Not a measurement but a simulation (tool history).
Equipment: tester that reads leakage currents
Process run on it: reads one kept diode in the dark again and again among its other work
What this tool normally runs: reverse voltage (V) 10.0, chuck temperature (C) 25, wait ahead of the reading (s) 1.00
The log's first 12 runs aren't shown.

run	hour	reverse voltage (V)	chuck temperature (C)	wait ahead of the reading (s)	hours of work since the probe card was cleaned	hours of work since the tester was calibrated	hours of work since the chuck was calibrated	current that the tester gives (pA)
13	430.3	1.9	25	1.00	999	745	1087	41.11
14	457.9	1.9	25	1.00	1010	756	1099	41.18
15	500.8	1.9	25	1.00	1027	774	1116	40.92
16	541.5	10.0	25	0.50	1044	790	1133	107.89
17	578.0	10.0	25	0.50	1059	805	1147	107.81
18	615.7	10.0	25	0.50	1074	820	1163	107.90
19	637.2	1.1	42	0.35	1083	829	1172	115.15
20	666.2	1.9	25	3.64	1095	841	1183	41.36
21	715.4	1.9	25	3.64	1115	861	1203	41.25
22	738.4	1.4	21	1.00	1124	870	1213	25.06
23	785.0	1.4	21	1.00	1143	889	1232	25.07
24	819.0	12.9	24	0.58	1157	903	1246	117.11
25	857.4	10.0	38	0.33	1172	919	1261	294.78
26	886.6	10.0	38	0.33	1184	931	1273	295.88
27	935.0	10.0	38	0.33	1204	950	1293	297.19
28	985.7	10.0	36	3.25	1225	971	1313	255.31
29	1015.6	10.0	36	5.07	1237	983	1326	255.96
30	1039.3	13.6	41	1.03	1246	993	1335	442.36
31	1065.2	6.7	32	1.03	1257	1003	1346	149.77
32	1088.7	14.7	25	1.40	1267	1013	1355	136.87
33	1114.6	10.6	25	3.63	1277	1023	1366	113.20

What if the next run were any one of these 5? Each begins from the tool's condition after run 33:
A	1151.3	17.1	44	3.63	1292	1038	1381	?
B	1151.3	10.0	41	3.16	1292	1038	1381	?
C	1151.3	3.1	25	3.63	1292	1038	1381	?
D	1151.3	1.2	22	2.03	1292	1038	1381	?
E	1151.3	8.3	25	2.08	1292	1038	1381	?

run	current that the tester gives (pA)
A	628.44
B	374.04
C	55.77
D	25.16
E	98.04
Stripped of hidden state, with their random variation kept, the same runs would have yielded:
run	current that the tester gives (pA)
A	560.62
B	333.14
C	48.09
D	21.77
E	82.71

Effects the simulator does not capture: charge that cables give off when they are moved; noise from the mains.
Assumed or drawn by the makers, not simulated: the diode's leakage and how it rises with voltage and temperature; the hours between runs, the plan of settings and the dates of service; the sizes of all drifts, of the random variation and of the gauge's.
